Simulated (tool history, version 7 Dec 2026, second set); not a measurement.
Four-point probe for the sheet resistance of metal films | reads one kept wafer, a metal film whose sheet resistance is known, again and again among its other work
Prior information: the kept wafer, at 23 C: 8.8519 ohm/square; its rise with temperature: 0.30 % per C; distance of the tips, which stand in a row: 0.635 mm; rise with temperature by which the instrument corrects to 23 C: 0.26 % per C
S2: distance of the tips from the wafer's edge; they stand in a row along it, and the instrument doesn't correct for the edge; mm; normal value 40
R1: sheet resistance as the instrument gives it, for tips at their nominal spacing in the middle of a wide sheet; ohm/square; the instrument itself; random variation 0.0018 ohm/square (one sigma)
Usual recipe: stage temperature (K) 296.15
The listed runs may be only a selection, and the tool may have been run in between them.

run 1 day=0 | stage_temperature_(K)=296.15 S2=40 | R1=8.851168
run 2 day=2.029 | stage_temperature_(K)=296.15 S2=40 | R1=8.852948
run 3 day=3.967 | stage_temperature_(K)=296.15 S2=40 | R1=8.850659
run 4 day=5.725 | stage_temperature_(K)=296.15 S2=44 | R1=8.850528
run 5 day=9.125 | stage_temperature_(K)=296.15 S2=44 | R1=8.848982
run 6 day=12.525 | stage_temperature_(K)=296.15 S2=44 | R1=8.850261
run 7 day=15.596 | stage_temperature_(K)=296.15 S2=24 | R1=8.855681
run 8 day=18.6 | stage_temperature_(K)=296.15 S2=5 | R1=8.925423
run 9 day=20.229 | stage_temperature_(K)=296.15 S2=5 | R1=8.929197
run 10 day=22.438 | stage_temperature_(K)=296.15 S2=5 | R1=8.925792
run 11 day=25.179 | stage_temperature_(K)=292.15 S2=40 | R1=8.838743
run 12 day=28.146 | stage_temperature_(K)=292.15 S2=40 | R1=8.837075
run 13 day=30.304 | stage_temperature_(K)=292.15 S2=40 | R1=8.835354
run 14 day=32.158 | stage_temperature_(K)=295.15 S2=14 | R1=8.854628
run 15 day=35.617 | stage_temperature_(K)=302.15 S2=4 | R1=8.990638
run 16 day=37.733 | stage_temperature_(K)=306.15 S2=49 | R1=8.883417
run 17 day=40.542 | stage_temperature_(K)=306.15 S2=49 | R1=8.886329
run 18 day=41.975 | stage_temperature_(K)=291.15 S2=9 | R1=8.858286
run 19 day=44.108 | stage_temperature_(K)=291.15 S2=9 | R1=8.857993
run 20 day=46.642 | stage_temperature_(K)=293.15 S2=40 | R1=8.841905
run 21 day=49.875 | stage_temperature_(K)=294.15 S2=25 | R1=8.848217
run 22 day=52.462 | stage_temperature_(K)=294.15 S2=25 | R1=8.845732
run 23 day=54.362 | stage_temperature_(K)=294.15 S2=25 | R1=8.845933
run 24 day=56.446 | stage_temperature_(K)=307.15 S2=30 | R1=8.889582
run 25 day=58.704 | stage_temperature_(K)=296.15 S2=13 | R1=8.863098
run 26 day=62.108 | stage_temperature_(K)=305.15 S2=58 | R1=8.881666

What if the next run were any one of these 4? Each begins from the tool's condition after run 26:
run A day=65.533 | stage_temperature_(K)=296.15 S2=57 | R1=?
run B day=65.533 | stage_temperature_(K)=299.15 S2=66 | R1=?
run C day=65.533 | stage_temperature_(K)=294.15 S2=5 | R1=?
run D day=65.533 | stage_temperature_(K)=305.15 S2=61 | R1=?

run=A R1=8.852317
run=B R1=8.862139
run=C R1=8.919589
run=D R1=8.882136
Had the tool no hidden state, the same runs would have come out as:
run=A R1=8.853466
run=B R1=8.863289
run=C R1=8.920746
run=D R1=8.883288
